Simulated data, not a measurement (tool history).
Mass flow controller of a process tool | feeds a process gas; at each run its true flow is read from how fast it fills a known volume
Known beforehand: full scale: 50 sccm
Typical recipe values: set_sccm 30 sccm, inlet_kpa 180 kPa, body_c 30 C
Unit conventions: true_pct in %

run,hour,set_sccm,inlet_kpa,body_c,true_pct
1,0.0,30,180,30,99.19
2,110.0,30,265,30,98.87
3,172.7,30,180,30,99.16
4,255.6,30,180,30,99.17
5,353.5,30,180,30,99.00
6,437.8,30,180,30,99.13
7,487.4,30,180,30,99.14
8,579.9,30,180,30,98.94
9,691.7,30,215,30,98.78
10,753.5,30,224,30,98.82
11,815.8,30,224,30,98.78
12,900.6,7,180,30,96.72
13,1013.3,30,180,26,98.45
14,1126.7,30,180,26,98.42
15,1236.3,30,180,26,98.45
16,1297.3,30,161,30,98.92
17,1403.9,30,180,22,97.87
18,1517.1,30,180,22,97.66
19,1637.9,5,180,22,94.20
20,1739.8,30,180,30,98.59
21,1832.4,30,180,30,98.60
22,1916.5,30,180,30,98.54
23,1978.0,30,180,30,98.50
24,2063.8,30,180,21,97.44
25,2155.8,18,231,24,96.76
26,2205.0,18,231,24,96.91
27,2302.3,9,239,34,96.53
28,2400.0,30,213,30,98.31
29,2503.5,30,177,30,98.42

Run 30 is up next; what results do you expect?
30,2601.3,9,148,37,?

true_pct: 97.10 %
With no hidden state in the tool, this same run would have given true_pct 100.78 %.

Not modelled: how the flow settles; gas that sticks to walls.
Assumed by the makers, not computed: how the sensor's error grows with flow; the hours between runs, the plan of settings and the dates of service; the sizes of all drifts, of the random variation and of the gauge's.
